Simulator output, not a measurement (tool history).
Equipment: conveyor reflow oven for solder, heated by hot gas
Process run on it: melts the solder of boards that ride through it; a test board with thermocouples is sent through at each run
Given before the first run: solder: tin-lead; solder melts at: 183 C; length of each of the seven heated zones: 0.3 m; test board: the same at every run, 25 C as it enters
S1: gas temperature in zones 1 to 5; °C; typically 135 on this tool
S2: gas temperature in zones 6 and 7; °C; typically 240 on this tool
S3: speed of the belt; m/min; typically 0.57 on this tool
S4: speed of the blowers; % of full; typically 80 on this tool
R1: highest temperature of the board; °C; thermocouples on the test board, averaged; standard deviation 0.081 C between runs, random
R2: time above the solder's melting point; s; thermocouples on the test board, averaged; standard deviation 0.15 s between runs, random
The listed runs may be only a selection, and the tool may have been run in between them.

| run | day | S1 | S2 | S3 | S4 | R1 | R2 |
|---|---|---|---|---|---|---|---|
| 1 | 0 | 135 | 240 | 0.57 | 80 | 227.12 | 53.9 |
| 2 | 1.412 | 135 | 240 | 0.57 | 80 | 227.11 | 53.9 |
| 3 | 3.062 | 135 | 240 | 0.57 | 80 | 226.82 | 53.9 |
| 4 | 4.638 | 135 | 240 | 0.57 | 80 | 226.68 | 53.6 |
| 5 | 7.233 | 135 | 240 | 0.57 | 80 | 226.4 | 53.5 |
|  | 8.133 | flux residue cleaned out of gas plates and filters |
| 6 | 9.504 | 135 | 234 | 0.57 | 80 | 221.93 | 51.5 |
| 7 | 11.546 | 135 | 240 | 0.628 | 80 | 224.31 | 47.2 |
| 8 | 13.767 | 135 | 240 | 0.628 | 80 | 223.97 | 47.4 |
| 9 | 15.838 | 135 | 253 | 0.628 | 80 | 235.4 | 52.3 |
| 10 | 17.029 | 135 | 253 | 0.628 | 80 | 234.89 | 52.1 |
|  | 18.117 | flux residue cleaned out of gas plates and filters |
| 11 | 19.296 | 135 | 240 | 0.569 | 80 | 227.83 | 54.9 |
| 12 | 21.546 | 135 | 240 | 0.57 | 80 | 227.66 | 54.5 |
| 13 | 22.738 | 135 | 252 | 0.57 | 80 | 238.45 | 59.4 |
| 14 | 25.267 | 135 | 254 | 0.57 | 80 | 239.85 | 60.1 |
| 15 | 27.188 | 135 | 254 | 0.57 | 80 | 239.78 | 59.9 |
|  | 28.242 | flux residue cleaned out of gas plates and filters |
| 16 | 29.038 | 148 | 240 | 0.65 | 80 | 226.3 | 50.8 |
|  | 30.308 | thermocouples of zones 6 and 7 changed |
| 17 | 30.575 | 123 | 230 | 0.49 | 60 | 217 | 53.6 |
|  | 32.558 | belt drive overhauled, speed set with a stopwatch |
| 18 | 32.854 | 123 | 247 | 0.49 | 60 | 231.13 | 60.3 |
| 19 | 34.438 | 123 | 247 | 0.49 | 60 | 231 | 60 |
| 20 | 36.217 | 130 | 240 | 0.564 | 80 | 225.64 | 51.1 |
| 21 | 38.192 | 135 | 249 | 0.478 | 80 | 239.12 | 69.1 |
|  | 38.608 | flux residue cleaned out of gas plates and filters |
| 22 | 40.138 | 135 | 249 | 0.478 | 80 | 240.31 | 69.2 |
| 23 | 42.779 | 135 | 240 | 0.633 | 80 | 223.41 | 45.7 |
| 24 | 43.925 | 135 | 240 | 0.597 | 82 | 225.42 | 49.4 |
| 25 | 45.925 | 135 | 253 | 0.645 | 52 | 224.53 | 44.6 |
| 26 | 47.325 | 135 | 240 | 0.582 | 83 | 226.23 | 51.2 |
|  | 48.554 | flux residue cleaned out of gas plates and filters |
| 27 | 49.062 | 138 | 230 | 0.503 | 59 | 217.77 | 55.5 |
| 28 | 50.971 | 128 | 234 | 0.503 | 59 | 219.8 | 53.5 |
| 29 | 52.229 | 135 | 240 | 0.51 | 80 | 230.15 | 61.3 |

What if the next run were any one of these 5? Each begins from the tool's condition after run 29:
| A | 53.446 | 124 | 238 | 0.57 | 60 | ? | ? |
| B | 53.446 | 147 | 239 | 0.51 | 80 | ? | ? |
| C | 53.446 | 135 | 233 | 0.57 | 80 | ? | ? |
| D | 53.446 | 142 | 247 | 0.559 | 80 | ? | ? |
| E | 53.446 | 135 | 250 | 0.587 | 56 | ? | ? |

| run | R1 | R2 |
|---|---|---|
| A | 218.35 | 44.6 |
| B | 230.45 | 64.9 |
| C | 220.67 | 49.6 |
| D | 235.02 | 59 |
| E | 228.26 | 51.5 |
Had the tool no hidden state, the same runs would have come out as:
| run | R1 | R2 |
|---|---|---|
| A | 218.05 | 44 |
| B | 230.06 | 64.1 |
| C | 220.41 | 49 |
| D | 234.74 | 58.3 |
| E | 227.92 | 50.8 |

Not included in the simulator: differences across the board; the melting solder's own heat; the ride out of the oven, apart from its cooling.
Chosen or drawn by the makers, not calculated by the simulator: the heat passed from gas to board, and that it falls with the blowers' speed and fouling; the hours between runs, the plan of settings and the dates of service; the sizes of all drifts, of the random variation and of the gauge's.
